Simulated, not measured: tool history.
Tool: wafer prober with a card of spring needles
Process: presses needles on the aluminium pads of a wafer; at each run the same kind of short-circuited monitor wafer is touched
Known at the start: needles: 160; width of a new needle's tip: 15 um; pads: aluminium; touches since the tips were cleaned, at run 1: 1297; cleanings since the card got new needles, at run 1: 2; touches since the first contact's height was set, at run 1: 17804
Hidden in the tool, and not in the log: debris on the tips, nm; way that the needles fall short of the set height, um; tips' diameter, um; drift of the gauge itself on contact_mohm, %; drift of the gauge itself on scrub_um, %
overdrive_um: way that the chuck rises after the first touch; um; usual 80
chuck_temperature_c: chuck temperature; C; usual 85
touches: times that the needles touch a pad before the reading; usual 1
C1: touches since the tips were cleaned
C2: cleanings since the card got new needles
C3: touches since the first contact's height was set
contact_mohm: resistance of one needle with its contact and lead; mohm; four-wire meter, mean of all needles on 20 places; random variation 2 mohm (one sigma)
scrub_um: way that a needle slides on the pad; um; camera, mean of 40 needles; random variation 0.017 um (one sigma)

{"run": 1, "day": 0.0, "overdrive_um": 80, "chuck_temperature_c": 85, "touches": 1, "C1": 1297, "C2": 2, "C3": 17804, "contact_mohm": 213, "scrub_um": 14.4}
{"run": 2, "day": 0.483, "overdrive_um": 80, "chuck_temperature_c": 85, "touches": 1, "C1": 4290, "C2": 2, "C3": 20797, "contact_mohm": 211, "scrub_um": 14.39}
{"run": 3, "day": 0.712, "overdrive_um": 80, "chuck_temperature_c": 85, "touches": 1, "C1": 5696, "C2": 2, "C3": 22203, "contact_mohm": 212, "scrub_um": 14.37}
{"run": 4, "day": 1.062, "overdrive_um": 80, "chuck_temperature_c": 65, "touches": 1, "C1": 7851, "C2": 2, "C3": 24358, "contact_mohm": 210, "scrub_um": 14.38}
{"day": 1.138, "done": "tips cleaned on abrasive film"}
{"run": 5, "day": 1.354, "overdrive_um": 80, "chuck_temperature_c": 65, "touches": 1, "C1": 1325, "C2": 3, "C3": 26128, "contact_mohm": 205, "scrub_um": 14.37}
{"run": 6, "day": 1.688, "overdrive_um": 80, "chuck_temperature_c": 85, "touches": 2, "C1": 3376, "C2": 3, "C3": 28179, "contact_mohm": 217, "scrub_um": 14.34}
{"run": 7, "day": 2.104, "overdrive_um": 83, "chuck_temperature_c": 71, "touches": 1, "C1": 5953, "C2": 3, "C3": 30756, "contact_mohm": 207, "scrub_um": 14.85}
{"day": 2.492, "done": "tips cleaned on abrasive film"}
{"run": 8, "day": 2.558, "overdrive_um": 83, "chuck_temperature_c": 75, "touches": 2, "C1": 416, "C2": 4, "C3": 33529, "contact_mohm": 208, "scrub_um": 14.83}
{"run": 9, "day": 2.821, "overdrive_um": 83, "chuck_temperature_c": 73, "touches": 2, "C1": 2033, "C2": 4, "C3": 35146, "contact_mohm": 209, "scrub_um": 14.82}
{"run": 10, "day": 3.075, "overdrive_um": 100, "chuck_temperature_c": 107, "touches": 2, "C1": 3610, "C2": 4, "C3": 36723, "contact_mohm": 217, "scrub_um": 17.88}

3 ways to go on from here, each from the tool as it stands after run 10. What would each give?
{"run": "A", "day": 3.479, "overdrive_um": 80, "chuck_temperature_c": 85, "touches": 2, "C1": 6093, "C2": 4, "C3": 39206, "contact_mohm": "?", "scrub_um": "?"}
{"run": "B", "day": 3.479, "overdrive_um": 95, "chuck_temperature_c": 27, "touches": 2, "C1": 6093, "C2": 4, "C3": 39206, "contact_mohm": "?", "scrub_um": "?"}
{"run": "C", "day": 3.479, "overdrive_um": 92, "chuck_temperature_c": 58, "touches": 1, "C1": 6093, "C2": 4, "C3": 39206, "contact_mohm": "?", "scrub_um": "?"}

run=A contact_mohm=214 scrub_um=14.29
run=B contact_mohm=198 scrub_um=16.93
run=C contact_mohm=207 scrub_um=16.43
Without the tool's hidden state the same runs would have given:
run=A contact_mohm=214 scrub_um=14.41
run=B contact_mohm=197 scrub_um=17.07
run=C contact_mohm=207 scrub_um=16.57
